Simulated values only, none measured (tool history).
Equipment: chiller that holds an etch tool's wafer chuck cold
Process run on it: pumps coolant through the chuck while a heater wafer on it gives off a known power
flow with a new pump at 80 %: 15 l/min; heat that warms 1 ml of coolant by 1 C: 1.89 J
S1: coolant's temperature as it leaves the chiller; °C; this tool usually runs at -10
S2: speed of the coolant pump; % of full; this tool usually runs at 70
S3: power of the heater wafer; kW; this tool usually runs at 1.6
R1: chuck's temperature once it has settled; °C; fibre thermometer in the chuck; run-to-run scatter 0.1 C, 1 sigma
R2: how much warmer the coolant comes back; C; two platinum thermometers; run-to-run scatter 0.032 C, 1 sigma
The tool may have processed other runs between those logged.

| run | hour | S1 | S2 | S3 | R1 | R2 |
|---|---|---|---|---|---|---|
| 1 | 0 | -10 | 70 | 1.6 | 5.5 | 3.91 |
| 2 | 39.6 | -10 | 70 | 1.6 | 5.7 | 3.97 |
| 3 | 83.1 | -10 | 60 | 1.6 | 7.5 | 4.55 |
| 4 | 120.1 | -10 | 60 | 1.092 | 2 | 3.08 |
| 5 | 140.6 | -10 | 60 | 1.092 | 2.1 | 3.16 |
| 6 | 167.8 | -10 | 60 | 1.092 | 2.1 | 3.12 |
| 7 | 195 | -10 | 60 | 1.092 | 2.1 | 3.14 |
| 8 | 224.7 | -10 | 86 | 1.6 | 3.3 | 3.2 |
| 9 | 254.5 | -10 | 86 | 1.6 | 3.6 | 3.2 |
| 10 | 296.1 | -15 | 70 | 1.6 | 0.7 | 3.97 |
|  | 299.4 | chiller's thermometer calibrated |
| 11 | 342.3 | -15 | 70 | 1.66 | 1.4 | 4.07 |
| 12 | 384.5 | -15 | 70 | 1.66 | 1.4 | 4.1 |
| 13 | 423.3 | -7 | 95 | 1.305 | 3.1 | 2.41 |
| 14 | 454.5 | -10 | 70 | 1.509 | 4.9 | 3.77 |
| 15 | 474.9 | -10 | 70 | 1.509 | 5.1 | 3.79 |
| 16 | 496.2 | -18 | 84 | 1.509 | -4.9 | 3.14 |
| 17 | 522.3 | -6 | 74 | 1.223 | 5.6 | 2.87 |
| 18 | 551.8 | 0 | 88 | 0.984 | 8.2 | 1.99 |
|  | 576.3 | chiller's thermometer calibrated, once more |
| 19 | 596.3 | 0 | 68 | 1.12 | 11.6 | 2.89 |
| 20 | 626 | 0 | 84 | 1.6 | 14 | 3.32 |
| 21 | 648.9 | -15 | 99 | 1.6 | -2.5 | 2.78 |
| 22 | 670.5 | -8 | 61 | 1.285 | 6.4 | 3.67 |
| 23 | 698.3 | -8 | 61 | 1.285 | 6.4 | 3.64 |
| 24 | 729 | -13 | 100 | 1.428 | -1.8 | 2.52 |

Forecast each of these 5 alternatives for the next run:
| A | 774.5 | -18 | 73 | 1.428 | ? | ? |
| B | 774.5 | -10 | 78 | 1.6 | ? | ? |
| C | 774.5 | -19 | 82 | 0.853 | ? | ? |
| D | 774.5 | -13 | 83 | 2.299 | ? | ? |
| E | 774.5 | -2 | 100 | 1.428 | ? | ? |

| run | R1 | R2 |
|---|---|---|
| A | -3.9 | 3.44 |
| B | 4.9 | 3.56 |
| C | -11.2 | 1.8 |
| D | 7.7 | 4.86 |
| E | 9.1 | 2.51 |
With the hidden condition removed and each run's random variation left untouched, the same runs would have given:
| run | R1 | R2 |
|---|---|---|
| A | -5 | 3.34 |
| B | 3.8 | 3.45 |
| C | -11.8 | 1.75 |
| D | 6.2 | 4.72 |
| E | 8.3 | 2.43 |

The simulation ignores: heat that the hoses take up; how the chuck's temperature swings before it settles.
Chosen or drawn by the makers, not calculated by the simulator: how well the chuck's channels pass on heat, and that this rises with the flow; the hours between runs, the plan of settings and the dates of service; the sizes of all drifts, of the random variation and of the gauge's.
